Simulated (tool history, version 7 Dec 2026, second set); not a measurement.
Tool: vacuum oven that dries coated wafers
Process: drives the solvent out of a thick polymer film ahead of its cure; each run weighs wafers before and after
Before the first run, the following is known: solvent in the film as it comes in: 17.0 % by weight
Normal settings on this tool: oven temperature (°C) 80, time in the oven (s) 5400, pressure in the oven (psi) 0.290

{"run": 1, "day": 0.0, "oven temperature (°C)": 80, "time in the oven (s)": 5400, "pressure in the oven (psi)": 0.29, "solvent left in the film (%)": 1.63}
{"run": 2, "day": 1.329, "oven temperature (°C)": 84, "time in the oven (s)": 5400, "pressure in the oven (psi)": 0.29, "solvent left in the film (%)": 1.01}
{"run": 3, "day": 2.812, "oven temperature (°C)": 84, "time in the oven (s)": 5400, "pressure in the oven (psi)": 0.29, "solvent left in the film (%)": 1.0}
{"run": 4, "day": 4.792, "oven temperature (°C)": 80, "time in the oven (s)": 5400, "pressure in the oven (psi)": 0.29, "solvent left in the film (%)": 1.65}
{"run": 5, "day": 6.579, "oven temperature (°C)": 80, "time in the oven (s)": 5400, "pressure in the oven (psi)": 0.29, "solvent left in the film (%)": 1.67}
{"run": 6, "day": 8.825, "oven temperature (°C)": 80, "time in the oven (s)": 3420, "pressure in the oven (psi)": 0.29, "solvent left in the film (%)": 3.17}
{"run": 7, "day": 11.483, "oven temperature (°C)": 80, "time in the oven (s)": 3420, "pressure in the oven (psi)": 0.245, "solvent left in the film (%)": 3.09}
{"run": 8, "day": 13.538, "oven temperature (°C)": 80, "time in the oven (s)": 3420, "pressure in the oven (psi)": 0.245, "solvent left in the film (%)": 3.14}
{"run": 9, "day": 15.771, "oven temperature (°C)": 77, "time in the oven (s)": 5400, "pressure in the oven (psi)": 0.29, "solvent left in the film (%)": 2.34}
{"run": 10, "day": 18.371, "oven temperature (°C)": 75, "time in the oven (s)": 3480, "pressure in the oven (psi)": 0.29, "solvent left in the film (%)": 4.91}
{"run": 11, "day": 19.804, "oven temperature (°C)": 80, "time in the oven (s)": 3000, "pressure in the oven (psi)": 0.29, "solvent left in the film (%)": 3.79}
{"run": 12, "day": 21.567, "oven temperature (°C)": 80, "time in the oven (s)": 3000, "pressure in the oven (psi)": 0.29, "solvent left in the film (%)": 3.76}
{"run": 13, "day": 23.708, "oven temperature (°C)": 80, "time in the oven (s)": 3000, "pressure in the oven (psi)": 0.29, "solvent left in the film (%)": 3.77}
{"run": 14, "day": 26.712, "oven temperature (°C)": 80, "time in the oven (s)": 3000, "pressure in the oven (psi)": 0.29, "solvent left in the film (%)": 3.75}
{"day": 27.879, "done": "vacuum gauge cleaned of residue and calibrated"}
{"run": 15, "day": 29.521, "oven temperature (°C)": 92, "time in the oven (s)": 9600, "pressure in the oven (psi)": 0.29, "solvent left in the film (%)": 0.45}
{"run": 16, "day": 31.638, "oven temperature (°C)": 74, "time in the oven (s)": 4860, "pressure in the oven (psi)": 0.225, "solvent left in the film (%)": 3.55}
{"run": 17, "day": 33.812, "oven temperature (°C)": 91, "time in the oven (s)": 7680, "pressure in the oven (psi)": 0.328, "solvent left in the film (%)": 0.5}

Below are 4 alternative next runs, each starting from the tool's condition after run 17. Predict each:
{"run": "A", "day": 36.858, "oven temperature (°C)": 80, "time in the oven (s)": 6420, "pressure in the oven (psi)": 1.083, "solvent left in the film (%)": "?"}
{"run": "B", "day": 36.858, "oven temperature (°C)": 78, "time in the oven (s)": 5400, "pressure in the oven (psi)": 0.168, "solvent left in the film (%)": "?"}
{"run": "C", "day": 36.858, "oven temperature (°C)": 89, "time in the oven (s)": 7680, "pressure in the oven (psi)": 0.328, "solvent left in the film (%)": "?"}
{"run": "D", "day": 36.858, "oven temperature (°C)": 76, "time in the oven (s)": 9360, "pressure in the oven (psi)": 0.328, "solvent left in the film (%)": "?"}

run=A solvent_left_in_the_film_(%)=3.06
run=B solvent_left_in_the_film_(%)=1.81
run=C solvent_left_in_the_film_(%)=0.54
run=D solvent_left_in_the_film_(%)=1.36
With no hidden state in the tool, these same runs would have given:
run=A solvent_left_in_the_film_(%)=3.05
run=B solvent_left_in_the_film_(%)=1.81
run=C solvent_left_in_the_film_(%)=0.54
run=D solvent_left_in_the_film_(%)=1.36
